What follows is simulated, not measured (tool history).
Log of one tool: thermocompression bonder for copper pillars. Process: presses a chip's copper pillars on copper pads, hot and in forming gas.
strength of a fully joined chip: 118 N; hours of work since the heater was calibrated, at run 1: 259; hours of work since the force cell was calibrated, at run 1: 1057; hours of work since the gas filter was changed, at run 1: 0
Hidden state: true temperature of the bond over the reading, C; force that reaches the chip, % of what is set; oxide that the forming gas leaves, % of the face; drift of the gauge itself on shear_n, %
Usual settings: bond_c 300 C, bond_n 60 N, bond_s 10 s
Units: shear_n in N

run     day  bond_c  bond_n  bond_s  hours of work since the heater was calibrated  hours of work since the force cell was calibrated  hours of work since the gas filter was changed  shear_n
  1       0     300      60      10                                            259                                               1057                                               0     65.6
  2   1.683     315      60      10                                            285                                               1082                                              25     73.6
  3   3.671     315      60      10                                            315                                               1112                                              55     73.6
  4   4.992     315      60      10                                            334                                               1132                                              75     72.7
  5   6.538     315      60      10                                            358                                               1155                                              98     72.5
  6   7.729     315      60      10                                            376                                               1173                                             116     71.5
  7   9.746     300      60      10                                            406                                               1204                                             147     63.9
  8  10.633     300      60      10                                            419                                               1217                                             160     63.7
  9  12.362     317      60      10                                            445                                               1243                                             186     73.6
 10  13.912     317      60      10                                            469                                               1266                                             209     74.2
     14.117  -- forming gas filter changed
 11  15.933     317      60      10                                            499                                               1296                                              27     76.7
     16.183  -- heater calibrated with a thermocouple chip
 12  17.346     317      60      10                                             18                                               1316                                              47     79.8
 13  19.242     317      60      10                                             46                                               1345                                              76     79.1
 14  20.638     320      76      11                                             67                                               1366                                              97     90.7
 15  22.462     320      76      11                                             95                                               1393                                             124     89.1
 16  24.279     289      60      10                                            122                                               1421                                             152     63.8
     25.233  -- heater calibrated with a thermocouple chip, once more
 17  26.396     303      73       7                                             17                                               1451                                             182     60.3
     28.458  -- forming gas filter changed
 18  28.562     323      42       7                                             50                                               1484                                               2     56.7
     29.338  -- force cell calibrated
 19  30.604     290      42      13                                             80                                                 19                                              31     49.3
 20  31.612     301      52       9                                             95                                                 34                                              46       56
 21  33.029     324      60       5                                            116                                                 56                                              68     59.6

The same runs without the tool's hidden state, with the same run-to-run variation:
run  shear_n
  1     61.4
  2     69.7
  3       70
  4     69.3
  5     69.4
  6     68.6
  7     60.7
  8     60.7
  9     71.4
 10     72.3
 11     70.4
 12     70.8
 13     70.4
 14     83.3
 15     82.3
 16     54.8
 17     62.7
 18     55.4
 19     49.1
 20       56
 21     59.8
